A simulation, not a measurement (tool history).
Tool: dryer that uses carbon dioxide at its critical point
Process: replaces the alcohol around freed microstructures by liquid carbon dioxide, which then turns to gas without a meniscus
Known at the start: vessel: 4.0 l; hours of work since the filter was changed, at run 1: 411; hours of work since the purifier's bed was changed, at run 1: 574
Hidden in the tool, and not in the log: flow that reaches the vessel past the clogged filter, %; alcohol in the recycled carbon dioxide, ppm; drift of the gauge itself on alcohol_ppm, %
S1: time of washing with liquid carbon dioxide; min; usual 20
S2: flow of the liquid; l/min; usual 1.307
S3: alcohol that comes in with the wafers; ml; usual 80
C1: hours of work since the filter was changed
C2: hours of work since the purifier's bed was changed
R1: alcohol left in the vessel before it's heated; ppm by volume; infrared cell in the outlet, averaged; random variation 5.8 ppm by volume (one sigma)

{"run": 1, "hour": 0.0, "S1": 20, "S2": 1.307, "S3": 80, "C1": 411, "C2": 574, "R1": 418}
{"run": 2, "hour": 27.2, "S1": 20, "S2": 1.307, "S3": 80, "C1": 422, "C2": 585, "R1": 411}
{"run": 3, "hour": 47.1, "S1": 16, "S2": 1.307, "S3": 80, "C1": 430, "C2": 593, "R1": 769}
{"run": 4, "hour": 70.2, "S1": 20, "S2": 1.307, "S3": 50, "C1": 440, "C2": 603, "R1": 334}
{"run": 5, "hour": 85.7, "S1": 20, "S2": 1.307, "S3": 50, "C1": 446, "C2": 609, "R1": 332}
{"run": 6, "hour": 103.2, "S1": 20, "S2": 1.307, "S3": 80, "C1": 453, "C2": 616, "R1": 431}
{"run": 7, "hour": 120.7, "S1": 20, "S2": 1.307, "S3": 80, "C1": 460, "C2": 623, "R1": 447}
{"run": 8, "hour": 146.0, "S1": 20, "S2": 1.307, "S3": 80, "C1": 471, "C2": 634, "R1": 436}
{"run": 9, "hour": 171.3, "S1": 20, "S2": 1.57, "S3": 80, "C1": 481, "C2": 644, "R1": 299}
{"run": 10, "hour": 192.4, "S1": 20, "S2": 1.57, "S3": 80, "C1": 490, "C2": 653, "R1": 301}
{"run": 11, "hour": 214.9, "S1": 20, "S2": 1.99, "S3": 80, "C1": 499, "C2": 662, "R1": 222}
{"run": 12, "hour": 237.1, "S1": 20, "S2": 1.307, "S3": 80, "C1": 508, "C2": 671, "R1": 451}
{"run": 13, "hour": 259.6, "S1": 20, "S2": 1.307, "S3": 80, "C1": 517, "C2": 680, "R1": 463}
{"run": 14, "hour": 293.7, "S1": 20, "S2": 1.21, "S3": 80, "C1": 531, "C2": 694, "R1": 564}
{"run": 15, "hour": 315.0, "S1": 17, "S2": 1.48, "S3": 80, "C1": 540, "C2": 703, "R1": 524}
{"run": 16, "hour": 348.4, "S1": 15, "S2": 1.34, "S3": 88, "C1": 553, "C2": 716, "R1": 997}
{"run": 17, "hour": 373.1, "S1": 24, "S2": 1.307, "S3": 80, "C1": 563, "C2": 726, "R1": 338}
{"run": 18, "hour": 395.1, "S1": 18, "S2": 0.86, "S3": 78, "C1": 572, "C2": 735, "R1": 1680}
{"run": 19, "hour": 411.3, "S1": 18, "S2": 0.86, "S3": 78, "C1": 579, "C2": 742, "R1": 1652}
{"run": 20, "hour": 437.3, "S1": 14, "S2": 0.86, "S3": 113, "C1": 590, "C2": 753, "R1": 4006}
{"hour": 461.6, "done": "inlet filter changed"}
{"run": 21, "hour": 468.9, "S1": 14, "S2": 0.86, "S3": 55, "C1": 3, "C2": 765, "R1": 1734}
{"run": 22, "hour": 500.5, "S1": 14, "S2": 0.86, "S3": 55, "C1": 16, "C2": 778, "R1": 1778}
{"run": 23, "hour": 535.0, "S1": 31, "S2": 1.307, "S3": 73, "C1": 30, "C2": 792, "R1": 240}
{"run": 24, "hour": 562.7, "S1": 20, "S2": 1.96, "S3": 23, "C1": 41, "C2": 804, "R1": 238}
{"run": 25, "hour": 587.0, "S1": 23, "S2": 1.17, "S3": 93, "C1": 51, "C2": 814, "R1": 427}
{"run": 26, "hour": 623.0, "S1": 23, "S2": 1.17, "S3": 93, "C1": 66, "C2": 828, "R1": 444}
{"run": 27, "hour": 658.6, "S1": 23, "S2": 1.17, "S3": 93, "C1": 81, "C2": 843, "R1": 425}

How the hidden state differs across the entries between the runs, from the last listed run before each to the first after it:
Between runs 20 and 21: inlet filter changed (hour 461.6)
  flow that reaches the vessel past the clogged filter, %: 91.6 -> 99.9; alcohol in the recycled carbon dioxide, ppm: 211.8 -> 214.9
  measured less the result without the state, R1: +845 -> +211 ppm by volume
